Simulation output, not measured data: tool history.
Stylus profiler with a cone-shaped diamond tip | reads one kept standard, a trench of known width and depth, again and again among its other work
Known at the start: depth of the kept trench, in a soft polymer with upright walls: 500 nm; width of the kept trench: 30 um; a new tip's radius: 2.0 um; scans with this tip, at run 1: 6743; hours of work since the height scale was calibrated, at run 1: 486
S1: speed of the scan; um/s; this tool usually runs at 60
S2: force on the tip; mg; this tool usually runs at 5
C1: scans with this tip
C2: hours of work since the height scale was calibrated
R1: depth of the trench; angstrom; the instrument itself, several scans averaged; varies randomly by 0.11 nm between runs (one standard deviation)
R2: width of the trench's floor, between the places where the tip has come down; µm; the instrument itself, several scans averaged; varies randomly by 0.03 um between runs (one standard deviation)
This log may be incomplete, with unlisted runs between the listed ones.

run   hour   S1    S2    C1   C2      R1     R2
  1      0   60     5  6743  486    5079  25.26
  2   14.4   60     5  6865  495  5080.7  25.25
  3   34.4   60     5  7035  507    5079  25.16
  4   48.7   60     5  7156  516  5080.9  25.14
  5   62.7   60     5  7275  524  5077.9  25.09
  6   81.2   60     5  7432  536  5079.9  25.11
  7   90.2   60     5  7508  541    5078  25.06
  8  101.3   60  2.05  7602  548  5039.5     25
  9  114.5   60  5.69  7714  556  5085.9     25
     116.4  -- height scale calibrated on a step standard
 10    136   20  9.96  7891   12  5127.9  24.98
 11  149.2   60  2.19  8004   20  5039.1  24.92
 12  169.5   40  1.91  8176   32  5035.4  24.86
     174.7  -- height scale calibrated on a step standard, once more
 13  189.8   40  1.91  8343    9  5043.2  24.85
     200.3  -- new tip fitted, height scale calibrated
 14  206.3  240   1.8    51    4  5045.1  26.72

4 ways to go on from here, each from the tool as it stands after run 14. What would each give?
  A  217.5  40  2.31  146  11   ?   ?
  B  217.5  71  5.13  146  11   ?   ?
  C  217.5  94  5.66  146  11   ?   ?
  D  217.5  52  8.42  146  11   ?   ?

run      R1     R2
  A  5052.6  27.23
  B  5088.6  27.16
  C  5096.6  27.16
  D  5125.2  27.27
Without the tool's unlogged condition, the same runs would have read:
run      R1     R2
  A  5050.8  27.29
  B  5086.8  27.22
  C  5094.8  27.22
  D  5123.5  27.33
